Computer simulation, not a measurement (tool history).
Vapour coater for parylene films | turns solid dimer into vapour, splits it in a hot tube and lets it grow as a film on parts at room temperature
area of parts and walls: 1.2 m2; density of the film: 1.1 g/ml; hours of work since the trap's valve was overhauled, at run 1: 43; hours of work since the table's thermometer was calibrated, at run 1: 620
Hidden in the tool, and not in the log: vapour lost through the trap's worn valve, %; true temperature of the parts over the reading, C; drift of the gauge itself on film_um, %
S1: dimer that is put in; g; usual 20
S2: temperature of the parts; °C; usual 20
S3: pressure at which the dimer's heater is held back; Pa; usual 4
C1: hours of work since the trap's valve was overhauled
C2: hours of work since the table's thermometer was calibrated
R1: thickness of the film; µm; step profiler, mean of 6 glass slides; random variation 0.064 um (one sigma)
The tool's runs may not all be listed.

run,day,S1,S2,S3,C1,C2,R1
1,0,20,20,4,43,620,9.92
2,1.396,20,20,4,59,636,9.82
3,2.817,20,13,4,74,652,12.24
4,4.758,20,20,3.55,96,673,10.16
5,6.792,20,12,4,118,696,12.49
6,9.054,20,20,4,144,721,9.71
7,10.262,20,20,4,157,734,9.8
8,12.729,20,20,4,184,762,9.68
9,15.071,20,20,4,211,788,9.69
10,17.154,20,20,4,234,811,9.61
11,19.612,20,20,9.05,261,838,8.18
12,20.742,20,20,4,274,851,9.46
13,22.783,20,20,4,296,874,9.4
# day 22.996: table's thermometer calibrated
14,24.512,20,20,4,315,17,9.45
15,25.696,20,20,4,328,30,9.32
# day 26.871: table's thermometer calibrated, once more
16,28.262,20,20,4,356,16,9.51
# day 28.842: trap's valve overhauled
17,30.192,20,20,4,15,35,10.01
18,32.483,30,13,4,40,61,18.52
19,34.617,25,16,11.12,64,84,11.53
20,36.388,25,16,11.12,84,104,11.47
21,38.15,25,16,11.12,103,124,11.49
22,40.129,9,16,5.91,125,146,4.65
23,42.258,17,13,4,149,169,10.25
24,44.721,12,20,4,176,197,5.82
25,46.9,16,20,2.56,201,221,8.35
26,48.233,26,14,8.64,216,236,13.07
27,49.342,16,18,9.7,228,248,6.89
28,51.121,16,15,2.47,248,268,9.71
29,52.621,16,15,4.03,264,284,8.86
30,54,16,15,4.03,280,300,8.8
31,55.521,32,29,11.31,297,317,9.56
32,57.858,20,18,2.96,323,343,10.62

Some steps in R1 between neighbouring runs. How much of each would the tool show without its hidden state too (settings, what came in, random variation), and how much is left for the hidden state, with any gauge scatter that isn't in both results?
Run 16 -> 17: trap's valve overhauled. R1 +0.5 µm: hidden state +0.55, all else -0.05.
Run 17 -> 18: S1 20 -> 30, S2 20 -> 13. R1 +8.51 µm: hidden state -0.17, all else +8.68.
Run 18 -> 19: S1 30 -> 25, S2 13 -> 16, S3 4 -> 11.12. R1 -6.99 µm: hidden state +0.05, all else -7.04.
Run 21 -> 22: S1 25 -> 9, S3 11.12 -> 5.91. R1 -6.84 µm: hidden state +0.16, all else -7.
Run 25 -> 26: S1 16 -> 26, S2 20 -> 14, S3 2.56 -> 8.64. R1 +4.72 µm: hidden state -0.25, all else +4.97.
Run 26 -> 27: S1 26 -> 16, S2 14 -> 18, S3 8.64 -> 9.7. R1 -6.18 µm: hidden state +0.28, all else -6.46.
